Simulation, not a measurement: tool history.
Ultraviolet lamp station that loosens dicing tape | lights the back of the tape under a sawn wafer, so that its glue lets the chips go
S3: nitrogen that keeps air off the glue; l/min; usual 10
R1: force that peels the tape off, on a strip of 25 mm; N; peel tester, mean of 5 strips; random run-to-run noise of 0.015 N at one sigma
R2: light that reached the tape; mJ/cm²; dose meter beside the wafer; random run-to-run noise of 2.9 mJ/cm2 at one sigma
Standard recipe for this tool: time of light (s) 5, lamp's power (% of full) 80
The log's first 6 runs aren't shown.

Run 7, day 7.433: usual settings but time of light (s) 2. Result: R1 3.795 N, R2 151 mJ/cm².
Run 8, day 8.246: usual settings. Result: R1 0.923 N, R2 371 mJ/cm².
Run 9, day 9.296: usual settings. Result: R1 0.919 N, R2 377 mJ/cm².
Run 10, day 10.438: usual settings. Result: R1 0.931 N, R2 374 mJ/cm².
Run 11, day 11.229: usual settings but lamp's power (% of full) 73. Result: R1 1.197 N, R2 340 mJ/cm².
Run 12, day 12.250: usual settings but lamp's power (% of full) 73. Result: R1 1.154 N, R2 341 mJ/cm².
Run 13, day 13.204: usual settings. Result: R1 0.974 N, R2 370 mJ/cm².
Run 14, day 14.800: usual settings. Result: R1 0.982 N, R2 365 mJ/cm².
Run 15, day 16.038: usual settings. Result: R1 1.006 N, R2 365 mJ/cm².
Run 16, day 17.362: usual settings. Result: R1 1.071 N, R2 361 mJ/cm².
Run 17, day 18.388: usual settings. Result: R1 1.063 N, R2 362 mJ/cm².
Run 18, day 19.250: usual settings but time of light (s) 2, lamp's power (% of full) 77, S3 7 l/min. Result: R1 4.641 N, R2 138 mJ/cm².
Run 19, day 20.654: usual settings but time of light (s) 2, lamp's power (% of full) 82, S3 7 l/min. Result: R1 4.302 N, R2 145 mJ/cm².
Run 20, day 22.188: usual settings but time of light (s) 2, lamp's power (% of full) 82, S3 7 l/min. Result: R1 4.268 N, R2 143 mJ/cm².
Run 21, day 23.354: usual settings but time of light (s) 8, lamp's power (% of full) 90, S3 12 l/min. Result: R1 0.202 N, R2 639 mJ/cm².
Run 22, day 24.721: usual settings but time of light (s) 6, S3 4 l/min. Result: R1 1.308 N, R2 426 mJ/cm².
Run 23, day 26.079: usual settings but S3 4 l/min. Result: R1 1.899 N, R2 349 mJ/cm².
Run 24, day 27.317: usual settings but S3 4 l/min. Result: R1 1.785 N, R2 346 mJ/cm².
Run 25, day 28.050: usual settings but S3 4 l/min. Result: R1 1.919 N, R2 346 mJ/cm².
Run 26, day 29.042: usual settings but time of light (s) 4, lamp's power (% of full) 67, S3 15 l/min. Result: R1 1.905 N, R2 227 mJ/cm².
Run 27, day 29.717: usual settings but time of light (s) 4, lamp's power (% of full) 74, S3 7 l/min. Result: R1 2.362 N, R2 255 mJ/cm².
Run 28, day 31.179: usual settings but time of light (s) 4, lamp's power (% of full) 74, S3 7 l/min. Result: R1 2.338 N, R2 250 mJ/cm².
Run 29, day 31.962: usual settings but time of light (s) 7, lamp's power (% of full) 74, S3 20 l/min. Result: R1 0.424 N, R2 436 mJ/cm².
Run 30, day 32.804: usual settings but time of light (s) 7. Result: R1 0.517 N, R2 467 mJ/cm².

Estimate the outcome of run 31 from the log above:
Run 31, day 34.117: usual settings but time of light (s) 2, lamp's power (% of full) 86, S3 7 l/min. Result: R1 ?, R2 ?.

Run 31 came out at R1 4.547 N, R2 142 mJ/cm².
Had the tool carried no hidden state, the very same run would have given R1 3.674 N, R2 179 mJ/cm².
